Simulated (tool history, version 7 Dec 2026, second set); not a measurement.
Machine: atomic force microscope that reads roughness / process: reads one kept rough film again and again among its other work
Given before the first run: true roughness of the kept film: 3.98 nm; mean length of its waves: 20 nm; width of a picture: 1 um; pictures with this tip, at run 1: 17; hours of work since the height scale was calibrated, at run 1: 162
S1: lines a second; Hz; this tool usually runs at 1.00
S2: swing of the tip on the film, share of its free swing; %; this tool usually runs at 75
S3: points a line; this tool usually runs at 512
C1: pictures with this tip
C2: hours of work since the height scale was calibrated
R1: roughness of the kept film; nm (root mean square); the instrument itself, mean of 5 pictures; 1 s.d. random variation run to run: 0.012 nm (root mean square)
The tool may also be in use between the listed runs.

run,hour,S1,S2,S3,C1,C2,R1
1,0.0,1.00,75,512,17,162,2.574
2,9.5,1.00,75,512,28,168,2.430
3,18.6,1.00,75,512,39,174,2.274
4,29.9,1.00,75,835,52,181,2.095
5,39.3,1.00,75,835,63,187,1.999
6,45.5,1.00,59,835,70,191,1.992
# hour 50.9: new tip fitted
7,51.3,1.00,59,835,1,194,2.991
8,58.9,1.00,59,835,9,199,2.863
9,64.5,1.00,59,835,16,203,2.702
10,71.9,1.00,75,512,25,207,2.448
11,77.5,1.00,75,518,31,211,2.382
12,82.4,1.00,75,518,37,214,2.318
13,92.6,1.00,75,594,49,221,2.160
14,104.0,1.00,75,594,62,228,2.019
15,114.6,1.33,75,512,74,235,1.851
# hour 116.1: new tip fitted
16,126.0,1.33,75,512,11,242,2.657
17,134.5,1.33,80,512,21,247,2.438
18,144.8,1.00,72,512,33,254,2.361
19,153.0,1.00,72,512,43,259,2.247
20,159.2,1.00,72,512,50,263,2.158
21,164.3,1.00,72,506,56,266,2.085
22,169.0,1.00,75,917,61,269,2.018
23,176.6,1.00,75,512,70,274,1.935
# hour 182.3: new tip fitted
24,183.9,1.00,75,512,2,278,2.906
25,191.8,1.00,73,512,11,283,2.717
26,203.4,1.00,73,512,25,291,2.494
27,209.3,1.00,78,421,31,295,2.378
28,220.8,1.00,78,421,45,302,2.176
29,231.0,0.88,75,512,57,308,2.070
30,236.6,0.66,77,323,63,312,1.997
31,244.6,0.66,77,323,73,317,1.908
# hour 247.9: new tip fitted
32,257.0,1.34,72,491,11,325,2.673
33,266.4,0.52,68,309,21,331,2.567
34,274.6,0.52,68,309,31,336,2.413
35,280.9,2.84,75,459,38,340,2.107
36,291.6,2.84,75,459,51,347,1.948
37,299.3,1.00,75,407,60,352,2.027
38,307.8,0.87,65,489,70,357,1.987
# hour 313.4: new tip fitted
39,313.4,0.87,65,489,0,360,3.003
40,324.0,1.32,90,512,12,367,2.509
41,334.8,1.17,56,942,25,374,2.590
42,341.6,1.17,56,942,32,378,2.473
43,350.0,1.17,79,402,42,384,2.173
44,358.8,2.95,72,673,53,390,1.970
45,364.1,3.85,86,313,59,393,1.582
46,375.9,0.74,71,818,72,400,1.966
# hour 379.4: new tip fitted
47,382.7,1.00,75,388,4,404,2.826
48,391.0,1.00,75,388,14,410,2.648
49,399.5,1.65,87,259,23,415,2.242
50,407.6,1.65,87,259,33,420,2.096
51,419.3,0.54,66,989,46,428,2.264
52,424.9,0.54,66,989,53,431,2.187

Here are 4 independent what-if runs from the current tool condition. What would each one return?
A,431.7,1.81,78,869,61,436,?
B,431.7,2.96,75,683,61,436,?
C,431.7,1.56,67,1015,61,436,?
D,431.7,0.54,68,989,61,436,?

run,R1
A,1.942
B,1.861
C,2.049
D,2.108
Had the tool no hidden state, the same runs would have come out as:
run,R1
A,2.816
B,2.702
C,2.975
D,3.057

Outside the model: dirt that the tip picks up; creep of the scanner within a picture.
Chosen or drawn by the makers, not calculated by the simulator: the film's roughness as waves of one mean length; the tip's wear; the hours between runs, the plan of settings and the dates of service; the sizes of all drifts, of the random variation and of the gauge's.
